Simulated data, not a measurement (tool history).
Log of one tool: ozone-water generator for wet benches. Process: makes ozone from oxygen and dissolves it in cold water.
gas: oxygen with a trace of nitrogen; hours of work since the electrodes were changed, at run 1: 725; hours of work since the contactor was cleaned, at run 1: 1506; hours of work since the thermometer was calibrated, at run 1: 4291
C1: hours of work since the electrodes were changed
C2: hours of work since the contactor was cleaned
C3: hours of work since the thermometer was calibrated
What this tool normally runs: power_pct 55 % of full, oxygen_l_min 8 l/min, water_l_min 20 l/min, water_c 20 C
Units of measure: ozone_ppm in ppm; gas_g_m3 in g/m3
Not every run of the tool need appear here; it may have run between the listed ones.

run 1 hour=0 | power_pct=55 oxygen_l_min=8 water_l_min=20 water_c=20 | C1=725 C2=1506 C3=4291 | ozone_ppm=19.9 gas_g_m3=171.2
run 2 hour=25.2 | power_pct=85 oxygen_l_min=8 water_l_min=20 water_c=20 | C1=741 C2=1521 C3=4307 | ozone_ppm=27.8 gas_g_m3=239.5
run 3 hour=60 | power_pct=85 oxygen_l_min=8 water_l_min=20 water_c=20 | C1=762 C2=1542 C3=4328 | ozone_ppm=27.9 gas_g_m3=241.8
run 4 hour=98.6 | power_pct=85 oxygen_l_min=8 water_l_min=20 water_c=20 | C1=786 C2=1566 C3=4352 | ozone_ppm=28 gas_g_m3=241.8
run 5 hour=135 | power_pct=85 oxygen_l_min=8 water_l_min=20 water_c=20 | C1=808 C2=1588 C3=4374 | ozone_ppm=27.3 gas_g_m3=240.9
run 6 hour=173.7 | power_pct=85 oxygen_l_min=8 water_l_min=14 water_c=20 | C1=831 C2=1612 C3=4397 | ozone_ppm=34.8 gas_g_m3=240.6
run 7 hour=193.3 | power_pct=55 oxygen_l_min=8 water_l_min=20 water_c=20 | C1=843 C2=1624 C3=4409 | ozone_ppm=19.5 gas_g_m3=173
run 8 hour=231.8 | power_pct=55 oxygen_l_min=8 water_l_min=20 water_c=20 | C1=867 C2=1647 C3=4433 | ozone_ppm=19.9 gas_g_m3=175.6
run 9 hour=272.4 | power_pct=55 oxygen_l_min=8 water_l_min=20 water_c=20 | C1=891 C2=1672 C3=4457 | ozone_ppm=19.5 gas_g_m3=174.7
run 10 hour=318.8 | power_pct=55 oxygen_l_min=8 water_l_min=20 water_c=24 | C1=920 C2=1700 C3=4486 | ozone_ppm=18.2 gas_g_m3=173.3
run 11 hour=359.7 | power_pct=55 oxygen_l_min=9.12 water_l_min=20 water_c=20 | C1=945 C2=1725 C3=4511 | ozone_ppm=19.3 gas_g_m3=161.1
run 12 hour=392.2 | power_pct=55 oxygen_l_min=8 water_l_min=31 water_c=20 | C1=964 C2=1745 C3=4530 | ozone_ppm=13.9 gas_g_m3=171.3
run 13 hour=431.7 | power_pct=55 oxygen_l_min=8 water_l_min=31 water_c=20 | C1=989 C2=1769 C3=4555 | ozone_ppm=14.1 gas_g_m3=172.9
run 14 hour=455 | power_pct=55 oxygen_l_min=8 water_l_min=31 water_c=20 | C1=1003 C2=1783 C3=4569 | ozone_ppm=13.8 gas_g_m3=169.8
run 15 hour=485.8 | power_pct=81 oxygen_l_min=8 water_l_min=20 water_c=20 | C1=1022 C2=1802 C3=4587 | ozone_ppm=26.4 gas_g_m3=231.4
run 16 hour=516.7 | power_pct=55 oxygen_l_min=8 water_l_min=20 water_c=20 | C1=1040 C2=1821 C3=4606 | ozone_ppm=19.7 gas_g_m3=172.2
run 17 hour=546.8 | power_pct=55 oxygen_l_min=8 water_l_min=20 water_c=20 | C1=1059 C2=1839 C3=4625 | ozone_ppm=19.8 gas_g_m3=172.6
run 18 hour=571.3 | power_pct=55 oxygen_l_min=8 water_l_min=14 water_c=22 | C1=1074 C2=1854 C3=4640 | ozone_ppm=23.9 gas_g_m3=171.5
run 19 hour=609.1 | power_pct=55 oxygen_l_min=8 water_l_min=14 water_c=22 | C1=1097 C2=1877 C3=4663 | ozone_ppm=23.9 gas_g_m3=171.2
run 20 hour=640.5 | power_pct=55 oxygen_l_min=8 water_l_min=14 water_c=22 | C1=1116 C2=1896 C3=4682 | ozone_ppm=23.6 gas_g_m3=170.8
run 21 hour=666.7 | power_pct=59 oxygen_l_min=8.58 water_l_min=16 water_c=16 | C1=1132 C2=1912 C3=4698 | ozone_ppm=25.4 gas_g_m3=174.7
run 22 hour=694 | power_pct=42 oxygen_l_min=8 water_l_min=20 water_c=14 | C1=1148 C2=1929 C3=4714 | ozone_ppm=17.7 gas_g_m3=138.2
run 23 hour=719.8 | power_pct=55 oxygen_l_min=9.45 water_l_min=20 water_c=15 | C1=1164 C2=1945 C3=4730 | ozone_ppm=20.9 gas_g_m3=156.6
run 24 hour=751 | power_pct=55 oxygen_l_min=9.45 water_l_min=20 water_c=15 | C1=1183 C2=1964 C3=4749 | ozone_ppm=21.2 gas_g_m3=156.3
run 25 hour=778.3 | power_pct=55 oxygen_l_min=8 water_l_min=32 water_c=17 | C1=1200 C2=1980 C3=4766 | ozone_ppm=13.8 gas_g_m3=169.8
run 26 hour=823.5 | power_pct=55 oxygen_l_min=6.27 water_l_min=18 water_c=13 | C1=1227 C2=2008 C3=4793 | ozone_ppm=24 gas_g_m3=195.8
run 27 hour=861.7 | power_pct=55 oxygen_l_min=6.27 water_l_min=18 water_c=13 | C1=1251 C2=2031 C3=4817 | ozone_ppm=24.2 gas_g_m3=192.3
run 28 hour=896.5 | power_pct=88 oxygen_l_min=11.02 water_l_min=17 water_c=13 | C1=1272 C2=2052 C3=4838 | ozone_ppm=34.1 gas_g_m3=204.1
run 29 hour=922.6 | power_pct=88 oxygen_l_min=11.02 water_l_min=17 water_c=13 | C1=1288 C2=2068 C3=4854 | ozone_ppm=33.4 gas_g_m3=202.4
run 30 hour=949.6 | power_pct=88 oxygen_l_min=11.02 water_l_min=17 water_c=13 | C1=1304 C2=2085 C3=4870 | ozone_ppm=34.1 gas_g_m3=203.8
run 31 hour=969.4 | power_pct=87 oxygen_l_min=8 water_l_min=20 water_c=20 | C1=1316 C2=2097 C3=4882 | ozone_ppm=27.5 gas_g_m3=240.3
run 32 hour=1000.2 | power_pct=65 oxygen_l_min=6.9 water_l_min=21 water_c=24 | C1=1335 C2=2116 C3=4901 | ozone_ppm=20 gas_g_m3=208.1

What if the next run were any one of these 5? Each begins from the tool's condition after run 32:
run A hour=1021 | power_pct=65 oxygen_l_min=6.9 water_l_min=13 water_c=25 | C1=1348 C2=2128 C3=4914 | ozone_ppm=? gas_g_m3=?
run B hour=1021 | power_pct=71 oxygen_l_min=6.3 water_l_min=20 water_c=20 | C1=1348 C2=2128 C3=4914 | ozone_ppm=? gas_g_m3=?
run C hour=1021 | power_pct=44 oxygen_l_min=8 water_l_min=20 water_c=16 | C1=1348 C2=2128 C3=4914 | ozone_ppm=? gas_g_m3=?
run D hour=1021 | power_pct=73 oxygen_l_min=5.4 water_l_min=25 water_c=24 | C1=1348 C2=2128 C3=4914 | ozone_ppm=? gas_g_m3=?
run E hour=1021 | power_pct=55 oxygen_l_min=13.58 water_l_min=23 water_c=20 | C1=1348 C2=2128 C3=4914 | ozone_ppm=? gas_g_m3=?

run=A ozone_ppm=27.2 gas_g_m3=208.5
run=B ozone_ppm=24 gas_g_m3=234.1
run=C ozone_ppm=17.6 gas_g_m3=143.1
run=D ozone_ppm=19.4 gas_g_m3=261
run=E ozone_ppm=16.2 gas_g_m3=129.3
What these runs would have given with no unlogged condition in the tool:
run=A ozone_ppm=29.6 gas_g_m3=216.2
run=B ozone_ppm=26.3 gas_g_m3=243.4
run=C ozone_ppm=19 gas_g_m3=146.7
run=D ozone_ppm=21.3 gas_g_m3=271.6
run=E ozone_ppm=17.7 gas_g_m3=133.5
